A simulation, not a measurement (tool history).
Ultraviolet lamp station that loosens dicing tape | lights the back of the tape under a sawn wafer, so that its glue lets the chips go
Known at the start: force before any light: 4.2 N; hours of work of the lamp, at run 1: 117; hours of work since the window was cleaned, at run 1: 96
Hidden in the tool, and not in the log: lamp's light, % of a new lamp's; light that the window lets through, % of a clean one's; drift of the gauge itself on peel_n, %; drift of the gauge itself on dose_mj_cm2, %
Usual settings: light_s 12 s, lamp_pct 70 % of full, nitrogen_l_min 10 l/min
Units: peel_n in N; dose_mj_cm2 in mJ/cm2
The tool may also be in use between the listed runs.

run	hour	light_s	lamp_pct	nitrogen_l_min	hours of work of the lamp	hours of work since the window was cleaned	peel_n	dose_mj_cm2
1	0.0	12	70	10	117	96	0.510	183
2	6.1	12	70	10	120	99	0.519	183
3	14.5	12	70	10	124	102	0.503	183
4	24.9	12	70	10	128	107	0.497	188
5	31.8	12	70	10	132	110	0.508	182
# hour 33.0: window cleaned of glue's vapour
6	38.7	12	70	10	134	3	0.510	179
7	45.4	12	70	10	137	5	0.514	181
8	51.7	12	70	10	140	8	0.505	178
9	61.8	13	74	10	145	13	0.405	206

The next listed run, before its measurement:
10	70.6	12	85	10	149	17	?	?

peel_n: 0.358 N
dose_mj_cm2: 219 mJ/cm2
Without the tool's hidden state the same run would have given peel_n 0.314 N, dose_mj_cm2 232 mJ/cm2.
